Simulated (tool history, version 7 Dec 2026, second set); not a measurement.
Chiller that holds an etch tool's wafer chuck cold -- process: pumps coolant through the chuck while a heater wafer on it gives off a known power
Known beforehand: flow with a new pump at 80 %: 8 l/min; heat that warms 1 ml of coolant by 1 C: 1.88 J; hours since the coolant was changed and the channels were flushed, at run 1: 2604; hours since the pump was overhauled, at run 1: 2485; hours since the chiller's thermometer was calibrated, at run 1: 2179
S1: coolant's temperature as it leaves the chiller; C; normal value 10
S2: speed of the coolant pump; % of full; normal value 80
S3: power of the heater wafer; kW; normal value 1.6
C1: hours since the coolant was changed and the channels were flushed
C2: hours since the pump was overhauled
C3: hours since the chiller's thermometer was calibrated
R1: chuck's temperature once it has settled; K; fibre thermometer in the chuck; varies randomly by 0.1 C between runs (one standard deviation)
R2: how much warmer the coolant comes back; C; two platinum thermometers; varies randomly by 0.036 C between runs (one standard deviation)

run   hour  S1  S2     S3    C1    C2    C3      R1    R2
  1      0  10  80    1.6  2604  2485  2179  297.65  6.37
  2   73.4  10  80    1.6  2677  2558  2252  297.55  6.42
  3  129.5  10  80    1.6  2733  2614  2308  297.45  6.39
  4  217.9  10  80    1.6  2822  2703  2397  297.65  6.42
  5  305.6  11  80    1.6  2910  2791  2484  298.55  6.28
  6  386.4  10  76    1.6  2990  2871  2565  298.25  6.65
  7  427.4  10  80    1.6  3031  2912  2606  297.75  6.33
  8  471.1  10  80    1.6  3075  2956  2650  297.45  6.27
  9  542.5  17  85  0.956  3146  3027  2721  298.45   3.5

Expected results for the next run?
 10  608.5  17  85  0.956  3212  3093  2787   ?   ?

{"run 10": {"R1": 298.25, "R2": 3.43}}
Minus the tool's unlogged condition, the same run would have read R1 298.25 K, R2 3.55 C.
